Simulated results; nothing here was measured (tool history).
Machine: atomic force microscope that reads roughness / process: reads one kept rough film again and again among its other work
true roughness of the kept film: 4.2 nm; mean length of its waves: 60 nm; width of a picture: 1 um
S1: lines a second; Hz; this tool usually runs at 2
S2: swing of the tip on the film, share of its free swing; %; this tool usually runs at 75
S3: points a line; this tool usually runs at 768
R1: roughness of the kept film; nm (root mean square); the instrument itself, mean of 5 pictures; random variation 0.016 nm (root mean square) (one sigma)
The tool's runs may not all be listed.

run	hour	S1	S2	S3	R1
1	0	2	75	768	3.844
2	27.7	2	75	768	3.787
3	57.1	2	75	768	3.777
4	82.4	2	75	768	3.749
5	102	2	75	768	3.737
6	116.9	1.12	75	768	3.838
7	133.3	1.12	75	768	3.84
8	149	1.12	75	768	3.841
9	163.3	1.12	75	768	3.833
# hour 165.6: height scale calibrated on a step standard
10	193.5	1.12	75	768	3.804
11	207.8	2	79	768	3.633
12	229.4	2	61	768	3.822
13	253.7	1.59	75	777	3.689
14	281.9	3	87	760	3.276

Expected results for the next run?
15	304	0.95	75	584	?

{"run 15": {"R1": 3.751}}
With the hidden condition absent and the run-to-run variation left alone, this run would have shown R1 3.962 nm (root mean square).

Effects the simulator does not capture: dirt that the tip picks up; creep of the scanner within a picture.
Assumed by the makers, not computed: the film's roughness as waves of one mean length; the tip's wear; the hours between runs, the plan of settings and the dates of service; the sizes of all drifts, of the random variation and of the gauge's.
